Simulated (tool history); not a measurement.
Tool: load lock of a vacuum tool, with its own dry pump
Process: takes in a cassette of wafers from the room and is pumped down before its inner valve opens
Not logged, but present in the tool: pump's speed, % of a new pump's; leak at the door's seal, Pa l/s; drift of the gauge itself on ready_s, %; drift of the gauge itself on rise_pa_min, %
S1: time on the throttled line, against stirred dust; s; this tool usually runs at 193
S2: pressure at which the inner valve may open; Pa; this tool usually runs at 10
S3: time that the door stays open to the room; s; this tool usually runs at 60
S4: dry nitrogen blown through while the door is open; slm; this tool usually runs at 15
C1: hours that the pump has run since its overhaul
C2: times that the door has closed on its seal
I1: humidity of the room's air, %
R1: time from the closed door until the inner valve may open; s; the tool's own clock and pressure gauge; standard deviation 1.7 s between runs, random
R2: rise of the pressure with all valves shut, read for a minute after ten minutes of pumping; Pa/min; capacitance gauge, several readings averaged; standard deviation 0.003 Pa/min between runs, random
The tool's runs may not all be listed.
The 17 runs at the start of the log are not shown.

run,day,S1,S2,S3,S4,C1,C2,I1,R1,R2
18,51.333,193,10,60,15,4712,7391,46.3,290.2,0.103
19,54.588,193,10,60,15,4790,7622,44,288.8,0.095
20,56.421,130,11,60,15,4834,7752,45,233.2,0.099
21,60.775,130,11,60,15,4939,8060,48.8,233.3,0.106
22,64.904,152,11,45,6,5038,8352,46.7,253.4,0.116
23,69.283,152,11,45,6,5143,8663,47.4,252.3,0.12
24,73.167,193,10,60,15,5236,8938,42.9,289.8,0.114
25,76.546,104,11,60,15,5317,9177,46.5,213,0.123
26,79.942,193,10,67,15,5399,9417,43.2,290.6,0.123
27,83.208,193,12,60,15,5477,9649,42.8,289.9,0.123
28,87.021,193,10,134,18,5569,9919,44.8,288.8,0.158
29,91.092,193,10,134,18,5667,10207,43,291.6,0.149
30,93.092,259,10,134,5,5715,10349,42.8,348.1,0.183
31,97.021,259,10,134,5,5809,10627,45.2,348.2,0.201
32,100.333,259,10,134,5,5888,10862,43.5,344,0.198
33,103.521,259,8,98,35,5965,11088,48.2,346.3,0.139
34,105.388,219,8,98,35,6010,11220,45.6,318,0.136
35,109.617,176,20,49,20,6111,11519,46.3,267.9,0.137
36,113.479,108,10,200,15,6204,11793,44.3,217.4,0.213
37,116.283,352,10,84,15,6271,11992,43.8,424.7,0.165

Consider 4 possible next runs. They are alternatives, not a sequence: every one starts from the tool as it was left by run 37. What does each give?
A,118.983,174,10,84,10,6336,12183,43.3,?,?
B,118.983,352,10,124,15,6336,12183,42.1,?,?
C,118.983,275,10,111,15,6336,12183,46.7,?,?
D,118.983,233,10,50,15,6336,12183,40.7,?,?

run,R1,R2
A,276.1,0.174
B,422.9,0.177
C,359.7,0.179
D,325.7,0.145
The same runs, with their run-to-run variation unchanged, on a tool lacking any hidden condition would have given:
run,R1,R2
A,265.4,0.063
B,415,0.067
C,350.9,0.068
D,316.1,0.035
